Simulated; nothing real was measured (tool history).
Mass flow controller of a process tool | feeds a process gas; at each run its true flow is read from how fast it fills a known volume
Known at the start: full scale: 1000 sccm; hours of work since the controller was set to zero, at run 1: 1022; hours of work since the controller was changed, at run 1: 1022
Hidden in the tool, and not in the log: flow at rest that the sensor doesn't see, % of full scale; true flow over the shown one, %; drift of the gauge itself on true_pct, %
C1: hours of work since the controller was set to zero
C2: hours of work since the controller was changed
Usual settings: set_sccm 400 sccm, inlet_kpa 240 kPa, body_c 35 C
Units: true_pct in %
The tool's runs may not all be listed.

run 1 day=0.000 | set_sccm=400 inlet_kpa=240 body_c=35 | C1=1022 C2=1022 | true_pct=98.80
run 2 day=10.300 | set_sccm=400 inlet_kpa=240 body_c=35 | C1=1201 C2=1201 | true_pct=98.72
run 3 day=19.958 | set_sccm=400 inlet_kpa=240 body_c=35 | C1=1370 C2=1370 | true_pct=98.83
run 4 day=30.458 | set_sccm=229 inlet_kpa=240 body_c=35 | C1=1553 C2=1553 | true_pct=98.88
run 5 day=46.033 | set_sccm=229 inlet_kpa=240 body_c=35 | C1=1825 C2=1825 | true_pct=99.02
run 6 day=57.917 | set_sccm=400 inlet_kpa=240 body_c=24 | C1=2033 C2=2033 | true_pct=99.33
run 7 day=64.862 | set_sccm=400 inlet_kpa=240 body_c=24 | C1=2154 C2=2154 | true_pct=99.36
run 8 day=72.908 | set_sccm=400 inlet_kpa=152 body_c=24 | C1=2295 C2=2295 | true_pct=98.71
run 9 day=83.329 | set_sccm=400 inlet_kpa=152 body_c=24 | C1=2476 C2=2476 | true_pct=98.88
run 10 day=89.929 | set_sccm=400 inlet_kpa=152 body_c=24 | C1=2592 C2=2592 | true_pct=98.81
run 11 day=104.038 | set_sccm=400 inlet_kpa=152 body_c=24 | C1=2838 C2=2838 | true_pct=99.01
run 12 day=118.688 | set_sccm=167 inlet_kpa=152 body_c=24 | C1=3094 C2=3094 | true_pct=100.10
run 13 day=127.171 | set_sccm=167 inlet_kpa=152 body_c=24 | C1=3242 C2=3242 | true_pct=100.07
run 14 day=139.738 | set_sccm=400 inlet_kpa=240 body_c=26 | C1=3461 C2=3461 | true_pct=99.62
run 15 day=148.529 | set_sccm=482 inlet_kpa=240 body_c=26 | C1=3615 C2=3615 | true_pct=99.67
run 16 day=157.096 | set_sccm=400 inlet_kpa=162 body_c=29 | C1=3764 C2=3764 | true_pct=98.97
run 17 day=168.108 | set_sccm=400 inlet_kpa=162 body_c=29 | C1=3957 C2=3957 | true_pct=99.11
run 18 day=180.358 | set_sccm=883 inlet_kpa=170 body_c=35 | C1=4171 C2=4171 | true_pct=99.32

Forecast each of these 3 alternatives for the next run:
run A day=187.575 | set_sccm=182 inlet_kpa=170 body_c=35 | C1=4297 C2=4297 | true_pct=?
run B day=187.575 | set_sccm=205 inlet_kpa=240 body_c=40 | C1=4297 C2=4297 | true_pct=?
run C day=187.575 | set_sccm=130 inlet_kpa=170 body_c=35 | C1=4297 C2=4297 | true_pct=?

run=A true_pct=100.44
run=B true_pct=100.41
run=C true_pct=101.69
Without the tool's hidden state the same runs would have given:
run=A true_pct=97.60
run=B true_pct=97.96
run=C true_pct=97.48

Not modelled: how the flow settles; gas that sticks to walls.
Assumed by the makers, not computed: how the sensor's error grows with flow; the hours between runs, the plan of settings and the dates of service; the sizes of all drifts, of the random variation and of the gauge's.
